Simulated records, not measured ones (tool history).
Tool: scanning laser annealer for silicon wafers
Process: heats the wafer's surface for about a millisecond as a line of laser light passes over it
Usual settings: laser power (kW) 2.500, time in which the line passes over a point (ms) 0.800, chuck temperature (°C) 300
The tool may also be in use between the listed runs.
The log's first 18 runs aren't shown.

run,hour,laser power (kW),time in which the line passes over a point (ms),chuck temperature (°C),highest temperature of the surface (°C)
19,393.8,2.500,0.800,300,1084
20,420.5,2.500,0.800,300,1077
21,447.1,2.529,0.704,306,1047
22,476.1,2.500,0.848,324,1118
23,504.8,2.443,0.892,306,1098
24,524.1,2.337,0.880,306,1064
25,541.7,2.337,0.880,306,1064
26,564.3,2.709,0.783,334,1149
27,589.2,2.305,0.783,334,1038
28,609.7,2.261,0.759,300,982
29,623.2,2.261,0.759,300,978
30,649.9,2.461,0.601,266,925
31,677.6,2.289,0.601,308,923
32,703.8,2.289,0.601,308,922
33,726.4,2.289,0.601,308,922
34,741.1,2.289,0.601,308,918

3 ways to go on from here, each from the tool as it stands after run 34. What would each give?
A,767.8,2.205,0.583,292,?
B,767.8,2.721,0.843,276,?
C,767.8,2.289,0.601,306,?

run,highest temperature of the surface (°C)
A,873
B,1101
C,918
Without the tool's hidden state the same runs would have given:
run,highest temperature of the surface (°C)
A,906
B,1148
C,953
